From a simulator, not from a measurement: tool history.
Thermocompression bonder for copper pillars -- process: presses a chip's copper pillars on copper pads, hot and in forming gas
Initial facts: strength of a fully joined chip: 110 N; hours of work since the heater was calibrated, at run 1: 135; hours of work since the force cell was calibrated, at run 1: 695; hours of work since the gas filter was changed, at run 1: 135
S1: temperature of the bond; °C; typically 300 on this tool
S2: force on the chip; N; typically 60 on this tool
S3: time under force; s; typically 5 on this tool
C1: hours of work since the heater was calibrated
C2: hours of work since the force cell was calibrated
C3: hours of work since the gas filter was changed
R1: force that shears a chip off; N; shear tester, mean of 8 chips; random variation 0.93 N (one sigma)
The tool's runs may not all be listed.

Run 1, hour 0.0: usual settings; C1 135; C2 695; C3 135. Result: R1 71.3 N.
Run 2, hour 39.9: usual settings; C1 162; C2 722; C3 162. Result: R1 68.9 N.
At hour 52.5: forming gas filter changed.
Run 3, hour 77.6: usual settings but S2 77 N; C1 187; C2 747; C3 17. Result: R1 87.2 N.
Run 4, hour 142.9: usual settings but S2 77 N; C1 231; C2 791; C3 61. Result: R1 85.3 N.
Run 5, hour 182.0: usual settings but S2 77 N; C1 258; C2 818; C3 87. Result: R1 81.7 N.
Run 6, hour 239.7: usual settings but S2 78 N; C1 297; C2 857; C3 126. Result: R1 80.5 N.
Run 7, hour 282.1: usual settings but S2 78 N; C1 325; C2 885; C3 155. Result: R1 78.5 N.
At hour 301.8: forming gas filter changed.
Run 8, hour 336.1: usual settings but S2 67 N; C1 361; C2 921; C3 23. Result: R1 82.6 N.
Run 9, hour 386.3: usual settings but S2 38 N; C1 395; C2 955; C3 57. Result: R1 60.2 N.
Run 10, hour 434.5: usual settings but S2 38 N; C1 428; C2 988; C3 89. Result: R1 57.9 N.
Run 11, hour 498.7: usual settings but S1 277 °C; C1 471; C2 1031; C3 133. Result: R1 63.7 N.
Run 12, hour 540.6: usual settings but S1 277 °C; C1 499; C2 1059; C3 161. Result: R1 61.5 N.
At hour 552.4: forming gas filter changed.
Run 13, hour 572.9: usual settings; C1 521; C2 1081; C3 14. Result: R1 78.2 N.
Run 14, hour 614.7: usual settings; C1 549; C2 1109; C3 42. Result: R1 76.8 N.
Run 15, hour 654.3: usual settings; C1 576; C2 1136; C3 69. Result: R1 77.9 N.
Run 16, hour 695.1: usual settings but S3 6 s; C1 603; C2 1163; C3 96. Result: R1 77.2 N.
Run 17, hour 734.2: usual settings but S3 6 s; C1 629; C2 1189; C3 123. Result: R1 77.0 N.
Run 18, hour 771.8: usual settings but S1 279 °C, S2 37 N, S3 12 s; C1 655; C2 1215; C3 148. Result: R1 61.9 N.
At hour 805.0: forming gas filter changed.
Run 19, hour 815.8: usual settings but S1 279 °C, S2 40 N, S3 12 s; C1 684; C2 1244; C3 7. Result: R1 71.2 N.
Run 20, hour 864.1: usual settings but S3 13 s; C1 717; C2 1277; C3 40. Result: R1 91.6 N.
At hour 878.6: force cell calibrated.
Run 21, hour 911.1: usual settings but S1 304 °C, S2 62 N, S3 3 s; C1 747; C2 22; C3 71. Result: R1 71.1 N.
Run 22, hour 974.9: usual settings but S1 304 °C, S2 62 N, S3 3 s; C1 791; C2 65; C3 114. Result: R1 69.6 N.
Run 23, hour 1044.1: usual settings but S1 316 °C, S2 44 N; C1 837; C2 112; C3 160. Result: R1 68.4 N.
At hour 1057.0: forming gas filter changed.
Run 24, hour 1100.4: usual settings but S1 286 °C, S2 39 N; C1 875; C2 149; C3 29. Result: R1 58.6 N.
At hour 1159.3: heater calibrated with a thermocouple chip.
Run 25, hour 1166.9: usual settings but S1 329 °C, S3 4 s; C1 5; C2 193; C3 73. Result: R1 82.2 N.
Run 26, hour 1234.6: usual settings but S2 69 N, S3 4 s; C1 51; C2 239; C3 118. Result: R1 72.5 N.
Run 27, hour 1299.5: usual settings but S1 286 °C, S3 10 s; C1 95; C2 282; C3 162. Result: R1 75.9 N.
At hour 1308.9: forming gas filter changed.
Run 28, hour 1338.9: usual settings but S1 286 °C, S2 89 N, S3 6 s; C1 121; C2 308; C3 20. Result: R1 87.6 N.

What if the next run were any one of these 5? Each begins from the tool's condition after run 28:
Run A, hour 1374.4: usual settings but S2 47 N, S3 12 s; C1 145; C2 332; C3 44. Result: R1 ?.
Run B, hour 1374.4: usual settings but S2 58 N, S3 12 s; C1 145; C2 332; C3 44. Result: R1 ?.
Run C, hour 1374.4: usual settings but S1 273 °C, S2 83 N, S3 4 s; C1 145; C2 332; C3 44. Result: R1 ?.
Run D, hour 1374.4: usual settings but S1 313 °C, S2 54 N; C1 145; C2 332; C3 44. Result: R1 ?.
Run E, hour 1374.4: usual settings but S1 283 °C, S2 83 N, S3 7 s; C1 145; C2 332; C3 44. Result: R1 ?.

run    R1
  A  83.9
  B  90.2
  C  70.2
  D  76.8
  E  87.2
Without the tool's unlogged condition, the same runs would have read:
run    R1
  A  86.7
  B  93.2
  C  72.5
  D  79.4
  E  90.0

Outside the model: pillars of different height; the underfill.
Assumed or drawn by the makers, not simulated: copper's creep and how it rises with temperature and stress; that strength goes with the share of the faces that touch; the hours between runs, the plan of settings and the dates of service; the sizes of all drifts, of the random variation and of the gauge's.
